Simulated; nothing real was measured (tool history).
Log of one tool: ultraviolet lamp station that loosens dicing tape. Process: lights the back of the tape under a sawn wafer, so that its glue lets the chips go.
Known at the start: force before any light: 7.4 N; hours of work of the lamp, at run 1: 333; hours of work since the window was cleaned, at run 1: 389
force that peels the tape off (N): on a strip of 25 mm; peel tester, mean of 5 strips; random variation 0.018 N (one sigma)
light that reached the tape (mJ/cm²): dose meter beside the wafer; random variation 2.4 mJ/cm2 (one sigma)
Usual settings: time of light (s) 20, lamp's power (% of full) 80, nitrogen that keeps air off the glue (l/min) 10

run,hour,time of light (s),lamp's power (% of full),nitrogen that keeps air off the glue (l/min),hours of work of the lamp,hours of work since the window was cleaned,force that peels the tape off (N),light that reached the tape (mJ/cm²)
1,0.0,20,80,10,333,389,1.329,211
2,26.2,20,80,10,352,407,1.377,207
3,47.2,20,80,10,367,422,1.391,206
4,68.3,20,80,10,382,437,1.368,205
5,90.5,25,80,10,397,453,0.963,255
6,103.6,25,80,11,407,462,0.934,257
7,115.9,25,80,11,415,471,0.931,247
8,142.3,25,80,11,434,489,0.977,247
9,154.7,29,80,10,443,498,0.804,282
# hour 172.8: window cleaned of glue's vapour
10,177.1,29,80,10,458,3,0.612,316
11,198.3,11,80,10,473,18,2.817,121
12,222.8,20,80,6,491,35,1.670,218
13,244.4,12,94,10,506,51,2.154,148
14,257.2,12,80,10,515,60,2.675,128
15,280.5,12,80,10,532,76,2.584,123
16,306.0,13,66,6,550,94,3.414,115
17,320.3,11,92,10,560,104,2.505,133
18,334.6,20,68,7,570,114,2.129,178
19,348.4,20,77,5,580,124,2.040,196
20,360.5,20,77,5,588,133,2.035,197
21,375.1,20,83,13,599,143,1.115,209
22,398.4,26,95,10,615,160,0.672,305
23,419.9,26,95,10,630,175,0.672,304
24,445.2,20,80,18,648,193,1.190,197

Forecast each of these 5 alternatives for the next run:
A,463.5,18,68,10,661,206,?,?
B,463.5,20,80,4,661,206,?,?
C,463.5,20,84,3,661,206,?,?
D,463.5,20,61,18,661,206,?,?
E,463.5,20,80,3,661,206,?,?

run,force that peels the tape off (N),light that reached the tape (mJ/cm²)
A,2.215,147
B,2.362,192
C,2.470,201
D,1.860,150
E,2.667,194
Without the tool's hidden state the same runs would have given:
run,force that peels the tape off (N),light that reached the tape (mJ/cm²)
A,1.390,207
B,1.500,270
C,1.602,282
D,1.091,208
E,1.762,271

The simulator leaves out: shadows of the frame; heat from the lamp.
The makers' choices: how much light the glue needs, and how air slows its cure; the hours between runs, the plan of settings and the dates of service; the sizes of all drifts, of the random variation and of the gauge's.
